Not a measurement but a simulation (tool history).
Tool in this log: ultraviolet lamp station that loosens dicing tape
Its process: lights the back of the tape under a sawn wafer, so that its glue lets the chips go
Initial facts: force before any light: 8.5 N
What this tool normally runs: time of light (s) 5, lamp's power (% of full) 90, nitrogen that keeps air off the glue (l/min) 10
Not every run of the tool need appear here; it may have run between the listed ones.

run	day	time of light (s)	lamp's power (% of full)	nitrogen that keeps air off the glue (l/min)	force that peels the tape off (N)	light that reached the tape (mJ/cm²)
1	0	5	90	10	1.131	346
# day 1.017: window cleaned of glue's vapour
2	1.038	5	90	10	1.496	299
3	2.054	5	90	10	1.506	295
4	3.642	5	90	10	1.59	285
5	5.229	5	90	10	1.59	281
# day 5.929: window cleaned of glue's vapour, once more
6	6.579	5	90	10	0.848	409
7	8.496	5	90	10	0.911	398
8	10.038	5	90	10	0.953	391
9	12.025	5	90	10	0.915	382
10	13.721	5	90	10	0.976	378
11	14.962	5	90	10	1.019	381
12	15.962	5	90	10	1.045	371
13	16.95	5	90	10	1.054	366
14	17.812	5	90	10	1.072	362
15	19.496	5	90	10	1.074	363
16	20.346	5	90	10	1.13	355
17	22.275	5	90	4	1.872	346
18	23.679	5	90	10	1.174	342
19	25.388	5	90	10	1.213	338
20	26.833	5	90	9	1.362	326
21	28.108	5	80	9	1.677	288
# day 28.962: window cleaned of glue's vapour
22	29.804	3	93	9	2.226	233
23	31.812	3	93	9	2.211	231
24	33.504	3	93	9	2.211	225
25	35.338	3	93	9	2.41	217
26	36.838	2	71	13	3.903	113
27	38.825	3	82	10	2.764	188
28	40.538	3	82	10	2.813	186
29	42.492	4	72	6	2.839	209
30	44.304	4	72	6	2.908	210
31	45.412	4	72	6	2.948	206
32	46.458	4	70	10	2.574	197
33	47.979	4	70	10	2.699	199
34	49.317	4	70	10	2.758	191
35	50.454	4	70	10	2.697	190
# day 51.942: window cleaned of glue's vapour
36	52.004	5	63	12	1.787	244
37	53.588	9	91	14	0.352	631
38	54.667	9	91	14	0.364	627
39	56.2	9	88	11	0.425	600
40	58.075	3	88	6	3.093	193
41	59.933	3	88	6	3.082	193
42	61.358	5	90	10	1.349	318

Here are 5 independent what-if runs from the current tool condition. What would each one return?
A	63.196	2	98	6	?	?
B	63.196	9	76	4	?	?
C	63.196	10	83	10	?	?
D	63.196	4	90	5	?	?
E	63.196	3	80	8	?	?

run	force that peels the tape off (N)	light that reached the tape (mJ/cm²)
A	4.187	137
B	1.142	474
C	0.45	582
D	2.534	251
E	3.178	169
Without the tool's unlogged condition, the same runs would have read:
run	force that peels the tape off (N)	light that reached the tape (mJ/cm²)
A	2.775	220
B	0.475	763
C	0.265	933
D	1.307	403
E	1.853	271
